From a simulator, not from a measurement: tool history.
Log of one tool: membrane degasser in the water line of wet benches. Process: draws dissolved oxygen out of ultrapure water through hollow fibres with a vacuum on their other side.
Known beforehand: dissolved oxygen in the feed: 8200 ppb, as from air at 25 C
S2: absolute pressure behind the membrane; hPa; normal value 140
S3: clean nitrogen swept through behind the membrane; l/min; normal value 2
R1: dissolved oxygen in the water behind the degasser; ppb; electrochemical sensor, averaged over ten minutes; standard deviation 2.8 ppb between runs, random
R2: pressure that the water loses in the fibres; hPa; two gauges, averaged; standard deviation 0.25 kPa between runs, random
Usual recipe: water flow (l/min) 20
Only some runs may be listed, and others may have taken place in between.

{"run": 1, "hour": 0.0, "water flow (l/min)": 20, "S2": 140, "S3": 2, "R1": 329.7, "R2": 669.6}
{"run": 2, "hour": 237.1, "water flow (l/min)": 20, "S2": 140, "S3": 2, "R1": 326.9, "R2": 670.3}
{"run": 3, "hour": 338.7, "water flow (l/min)": 20, "S2": 161, "S3": 2, "R1": 377.1, "R2": 668.9}
{"run": 4, "hour": 461.3, "water flow (l/min)": 20, "S2": 161, "S3": 2, "R1": 370.9, "R2": 668.4}
{"run": 5, "hour": 592.5, "water flow (l/min)": 20, "S2": 140, "S3": 2, "R1": 329.7, "R2": 670.8}
{"run": 6, "hour": 721.3, "water flow (l/min)": 12, "S2": 140, "S3": 2, "R1": 183.7, "R2": 402.4}
{"run": 7, "hour": 862.9, "water flow (l/min)": 12, "S2": 195, "S3": 2, "R1": 264.5, "R2": 407.1}
{"run": 8, "hour": 1022.2, "water flow (l/min)": 12, "S2": 195, "S3": 2, "R1": 267.8, "R2": 404.6}
{"run": 9, "hour": 1247.3, "water flow (l/min)": 12, "S2": 195, "S3": 2, "R1": 265.9, "R2": 406.9}
{"run": 10, "hour": 1447.5, "water flow (l/min)": 20, "S2": 140, "S3": 2, "R1": 329, "R2": 672.7}
{"run": 11, "hour": 1637.8, "water flow (l/min)": 30, "S2": 140, "S3": 2, "R1": 524.5, "R2": 1004.1}
{"run": 12, "hour": 1829.4, "water flow (l/min)": 24, "S2": 117, "S3": 4.44, "R1": 226.8, "R2": 807.2}
{"run": 13, "hour": 2019.1, "water flow (l/min)": 24, "S2": 117, "S3": 4.44, "R1": 227.3, "R2": 810.6}
{"run": 14, "hour": 2234.9, "water flow (l/min)": 24, "S2": 117, "S3": 4.44, "R1": 225.6, "R2": 806.3}
{"hour": 2366.6, "done": "seals of the vacuum lines changed"}
{"run": 15, "hour": 2447.6, "water flow (l/min)": 24, "S2": 117, "S3": 4.44, "R1": 225, "R2": 810}
{"run": 16, "hour": 2655.0, "water flow (l/min)": 24, "S2": 117, "S3": 4.44, "R1": 224.8, "R2": 808.8}
{"run": 17, "hour": 2778.4, "water flow (l/min)": 20, "S2": 140, "S3": 1.14, "R1": 497.2, "R2": 673.6}
{"run": 18, "hour": 2927.1, "water flow (l/min)": 27, "S2": 202, "S3": 3.66, "R1": 429.5, "R2": 914.8}
{"run": 19, "hour": 3163.7, "water flow (l/min)": 20, "S2": 171, "S3": 1.76, "R1": 447.1, "R2": 681.3}
{"run": 20, "hour": 3287.2, "water flow (l/min)": 20, "S2": 171, "S3": 1.76, "R1": 436.6, "R2": 678}

What if the next run were any one of these 5? Each begins from the tool's condition after run 20:
{"run": "A", "hour": 3421.7, "water flow (l/min)": 20, "S2": 307, "S3": 1.76, "R1": "?", "R2": "?"}
{"run": "B", "hour": 3421.7, "water flow (l/min)": 18, "S2": 236, "S3": 3.79, "R1": "?", "R2": "?"}
{"run": "C", "hour": 3421.7, "water flow (l/min)": 20, "S2": 216, "S3": 2.72, "R1": "?", "R2": "?"}
{"run": "D", "hour": 3421.7, "water flow (l/min)": 22, "S2": 134, "S3": 1.14, "R1": "?", "R2": "?"}
{"run": "E", "hour": 3421.7, "water flow (l/min)": 13, "S2": 171, "S3": 1.76, "R1": "?", "R2": "?"}

run=A R1=768.7 R2=680.8
run=B R1=300.5 R2=610.3
run=C R1=396.4 R2=680.2
run=D R1=531.2 R2=752.8
run=E R1=278.3 R2=439.5
With no hidden state in the tool, these same runs would have given:
run=A R1=748.7 R2=659.1
run=B R1=286.4 R2=590.8
run=C R1=379.1 R2=658.4
run=D R1=505.8 R2=728.8
run=E R1=266.2 R2=425.4

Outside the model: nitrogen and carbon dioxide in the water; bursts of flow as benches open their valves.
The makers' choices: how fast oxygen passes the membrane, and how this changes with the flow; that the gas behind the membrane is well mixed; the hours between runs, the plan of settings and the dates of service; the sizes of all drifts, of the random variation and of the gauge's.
